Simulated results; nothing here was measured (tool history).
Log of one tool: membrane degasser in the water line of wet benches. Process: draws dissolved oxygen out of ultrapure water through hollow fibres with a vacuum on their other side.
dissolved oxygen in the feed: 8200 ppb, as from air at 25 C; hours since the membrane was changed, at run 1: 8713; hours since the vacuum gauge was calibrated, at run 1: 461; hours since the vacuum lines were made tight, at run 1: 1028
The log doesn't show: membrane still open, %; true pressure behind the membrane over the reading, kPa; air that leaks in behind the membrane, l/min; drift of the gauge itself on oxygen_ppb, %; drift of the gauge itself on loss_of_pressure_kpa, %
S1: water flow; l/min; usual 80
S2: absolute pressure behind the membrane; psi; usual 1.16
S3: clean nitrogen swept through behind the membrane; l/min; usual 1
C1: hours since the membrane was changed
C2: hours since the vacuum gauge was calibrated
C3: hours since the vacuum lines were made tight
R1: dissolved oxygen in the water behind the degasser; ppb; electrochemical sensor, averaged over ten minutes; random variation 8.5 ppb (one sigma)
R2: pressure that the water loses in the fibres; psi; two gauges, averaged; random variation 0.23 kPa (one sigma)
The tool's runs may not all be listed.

run	hour	S1	S2	S3	C1	C2	C3	R1	R2
1	0	80	1.16	1	8713	461	1028	959.3	9.41
2	183.3	80	1.16	1	8896	644	1212	965.1	9.381
3	309.7	80	1.16	1	9023	771	1338	975	9.47
4	465.1	80	1.16	1	9178	926	1493	969.3	9.426
5	664.2	80	1.16	1	9377	1125	1693	979.6	9.468
6	870	80	1.16	1	9583	1331	1898	1005.7	9.419
# hour 946: membrane cartridge changed
7	1087	80	1.16	1	141	1544	2111	891	8.467
8	1213.3	53	1.16	1	267	1670	2238	601.3	5.575
9	1321.4	53	1.16	1	375	1778	2346	613.4	5.574
10	1448.9	80	1.16	2.83	503	1906	2473	559.6	8.491
11	1697.7	80	1.16	2.83	752	2154	2722	566.4	8.54
12	1827.9	80	1.16	2.83	882	2285	2852	569.3	8.505
13	2039.8	80	1.16	2.83	1094	2497	3064	561.6	8.575
14	2265.1	80	1.16	1.02	1319	2722	3289	906.8	8.553
15	2497.6	121	1.057	0.72	1552	2954	3522	1309.2	13.082
16	2672.2	121	1.057	0.72	1726	3129	3697	1292	13.01
17	2839.3	100	1.057	0.41	1893	3296	3864	1343.8	10.847
18	3044	49	1.057	0.99	2098	3501	4068	531.8	5.298
# hour 3225.3: seals of the vacuum lines changed
19	3235.5	49	1.057	0.99	2288	3690	10	532.3	5.324
20	3447.5	49	1.057	0.99	2500	3902	222	542.9	5.321
21	3585.6	49	1.057	0.99	2638	4040	360	544.6	5.366
22	3733.1	49	2.003	2.6	2785	4188	508	571.1	5.355
23	3915.5	72	2.003	0.72	2968	4370	690	1688.2	7.876
# hour 3990.9: vacuum gauge calibrated
24	4034.7	121	0.838	0.72	3086	44	809	1006.9	13.248
25	4182.4	121	0.838	0.72	3234	191	957	1035.1	13.238
26	4380.8	121	0.838	0.72	3432	390	1155	1014.1	13.264

Measured less the same run without the tool's hidden state. The same run-to-run variation is in both; the gauge's scatter may not be:
run	R1	R2
1	+105.8	+0.95
2	+111	+0.969
3	+115.4	+0.992
4	+118.4	+1.005
5	+124.2	+1.03
6	+132.5	+1.049
7	+22	+0.015
8	+19.3	+0.016
9	+21.3	+0.025
10	+17.7	+0.049
11	+22.3	+0.077
12	+24.6	+0.088
13	+27.5	+0.107
14	+49.4	+0.133
15	+79.7	+0.239
16	+84.2	+0.261
17	+96.1	+0.239
18	+48.5	+0.129
19	+51.6	+0.141
20	+56	+0.154
21	+58.2	+0.162
22	+35.5	+0.17
23	+81.6	+0.27
24	+48.7	+0.471
25	+55.3	+0.49
26	+60.8	+0.521
